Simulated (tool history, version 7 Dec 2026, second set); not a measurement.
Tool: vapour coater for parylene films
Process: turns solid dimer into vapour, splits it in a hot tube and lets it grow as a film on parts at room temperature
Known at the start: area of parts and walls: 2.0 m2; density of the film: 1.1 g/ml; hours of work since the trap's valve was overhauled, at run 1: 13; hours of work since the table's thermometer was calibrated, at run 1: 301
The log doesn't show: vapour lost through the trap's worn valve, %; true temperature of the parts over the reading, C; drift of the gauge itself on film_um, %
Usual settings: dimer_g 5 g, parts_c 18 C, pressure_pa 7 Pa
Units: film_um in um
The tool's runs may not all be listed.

run,hour,dimer_g,parts_c,pressure_pa,hours of work since the trap's valve was overhauled,hours of work since the table's thermometer was calibrated,film_um
1,0,5,18,7,13,301,1.53
2,68.6,4,18,7,67,355,1.22
3,106.2,4,18,7,96,384,1.23
4,145.3,5,17,7,127,415,1.58
5,199.8,5,17,7,170,458,1.55
6,268.4,5,18,7,224,512,1.51
7,301.4,5,18,7,250,538,1.51
8,338.1,5,18,7,279,567,1.51
9,390.7,5,18,6.45,321,609,1.51
10,418.5,5,28,6.45,342,631,1.06
11,481.4,3,18,7,392,680,0.9
# hour 517.3: trap's valve overhauled
12,534.6,3,18,7,14,719,0.94
13,602.6,5,18,7,67,772,1.56
14,664.2,5,12,7,116,821,1.9
15,723.5,5,12,7,162,868,1.89
16,787.8,5,18,7,213,918,1.54
17,830.5,5,18,2.41,247,952,1.6
18,882.3,5,18,7,288,993,1.52
19,950.3,5,18,7,341,1047,1.51
20,1007.7,4,18,7,387,1092,1.2
# hour 1053: trap's valve overhauled
21,1074.4,6,18,7,17,1141,1.87
22,1102.2,6,18,7,39,1163,1.87
23,1151.1,6,18,7,77,1202,1.86
24,1199.9,6,20,2.24,116,1240,1.84
25,1267.1,4,20,8.57,169,1293,1.15
26,1315.3,4,20,8.57,207,1331,1.14
27,1354.6,4,20,4.47,238,1362,1.16
28,1384.6,3,15,7,261,1386,0.99
29,1442.5,7,15,2.98,307,1431,2.46
30,1491.2,7,15,9.35,345,1470,2.32
31,1526.1,7,15,3.62,373,1497,2.43
# hour 1589.5: trap's valve overhauled
32,1597.7,5,19,4.19,6,1550,1.55
33,1655.9,5,19,4.19,52,1596,1.56
34,1691.8,7,26,3.9,81,1625,1.72
35,1734.4,3,18,7,114,1658,0.92
36,1776.1,3,18,7,147,1691,0.92
37,1827.7,7,12,7,188,1732,2.64
38,1883.3,4,14,3.83,232,1776,1.44
39,1934.9,4,17,4.74,272,1816,1.28
40,1969.3,4,17,4.74,299,1843,1.27
41,2036.4,2,12,4.74,352,1896,0.74
42,2084.5,4,18,5.17,390,1934,1.24
# hour 2122: trap's valve overhauled
43,2132.4,3,14,3.41,8,1969,1.14
44,2168.4,8,12,4.75,37,1997,3.15
45,2215.6,8,22,7,74,2034,2.21
46,2259,8,16,5.67,108,2069,2.74

Measured less the same run without the tool's hidden state. The same run-to-run variation is in both; the gauge's scatter may not be:
run,film_um
1,+0
2,-0.01
3,-0.02
4,-0.02
5,-0.03
6,-0.03
7,-0.03
8,-0.05
9,-0.05
10,-0.03
11,-0.03
12,+0.01
13,+0.01
14,+0
15,-0.01
16,-0.02
17,-0.03
18,-0.03
19,-0.03
20,-0.04
21,+0.02
22,+0.02
23,+0.01
24,+0.01
25,+0
26,+0
27,-0.01
28,-0.01
29,-0.04
30,-0.04
31,-0.05
32,+0.02
33,+0.02
34,+0.01
35,+0.01
36,+0
37,+0
38,+0
39,-0.01
40,-0.02
41,-0.01
42,-0.02
43,+0.02
44,+0.07
45,+0.04
46,+0.04
